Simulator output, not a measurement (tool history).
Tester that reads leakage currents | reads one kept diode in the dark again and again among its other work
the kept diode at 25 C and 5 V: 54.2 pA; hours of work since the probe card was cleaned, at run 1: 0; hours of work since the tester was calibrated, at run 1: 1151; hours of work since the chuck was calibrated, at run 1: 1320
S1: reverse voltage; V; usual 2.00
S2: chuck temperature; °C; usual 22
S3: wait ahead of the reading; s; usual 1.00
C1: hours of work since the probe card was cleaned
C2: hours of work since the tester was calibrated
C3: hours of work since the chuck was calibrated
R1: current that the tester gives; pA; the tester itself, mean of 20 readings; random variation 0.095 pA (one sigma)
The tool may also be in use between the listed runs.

run	hour	S1	S2	S3	C1	C2	C3	R1
1	0.0	2.00	22	1.00	0	1151	1320	25.77
2	231.0	2.00	47	1.00	107	1258	1427	182.18
3	450.0	2.00	47	1.00	208	1359	1528	181.34
4	673.2	2.00	47	1.00	312	1463	1632	181.89
# hour 903.5: chuck's temperature calibrated
5	903.5	2.00	47	1.00	417	1569	0	179.31
6	1169.7	2.00	47	1.00	541	1692	123	180.13
7	1326.8	2.00	37	1.00	613	1765	196	85.34
8	1443.2	2.00	31	1.00	667	1818	250	54.16
9	1673.1	2.00	31	1.00	774	1925	356	54.35
10	1816.3	2.00	31	1.00	840	1991	423	53.85
# hour 1957.7: chuck's temperature calibrated, once more
11	2026.7	2.00	31	1.00	937	2088	32	58.70
12	2290.4	2.00	31	1.00	1059	2210	154	58.62
13	2530.3	2.00	31	1.00	1170	2321	265	58.49
14	2749.0	2.00	31	1.00	1271	2422	366	59.11
15	3004.0	2.00	31	1.00	1389	2540	484	59.11
16	3178.6	2.00	31	1.00	1470	2621	565	59.07
17	3431.6	5.09	43	0.59	1587	2738	682	233.30
# hour 3468.5: probe card cleaned and baked
18	3615.4	5.09	43	0.59	68	2822	766	221.56
19	3876.7	5.09	43	0.59	189	2943	887	221.35
20	4052.2	2.00	51	1.00	270	3024	968	246.43
21	4248.7	12.72	25	1.00	361	3115	1059	91.29
22	4378.3	2.00	22	1.09	421	3175	1119	26.82
23	4574.7	2.00	22	0.59	512	3266	1210	27.39
24	4717.9	12.30	24	1.00	579	3332	1277	86.27
25	4935.6	12.30	24	1.00	679	3433	1377	87.75
26	5173.2	1.28	56	1.00	789	3543	1488	275.37
27	5344.6	1.28	56	1.00	869	3623	1567	274.36
28	5494.6	1.28	31	1.00	938	3692	1636	44.01
29	5626.1	1.58	22	0.33	999	3753	1697	25.20
# hour 5644.1: tester calibrated
# hour 5714.8: chuck's temperature calibrated
30	5823.4	1.58	22	0.33	1089	82	50	27.28

4 ways to go on from here, each from the tool as it stands after run 30. What would each give?
A	5978.6	3.68	52	6.50	1160	154	122	?
B	5978.6	6.92	33	1.00	1160	154	122	?
C	5978.6	2.28	22	2.38	1160	154	122	?
D	5978.6	1.58	41	0.33	1160	154	122	?

run	R1
A	379.53
B	136.53
C	32.71
D	113.59
Without the tool's hidden state the same runs would have given:
run	R1
A	371.35
B	124.34
C	28.76
D	110.31

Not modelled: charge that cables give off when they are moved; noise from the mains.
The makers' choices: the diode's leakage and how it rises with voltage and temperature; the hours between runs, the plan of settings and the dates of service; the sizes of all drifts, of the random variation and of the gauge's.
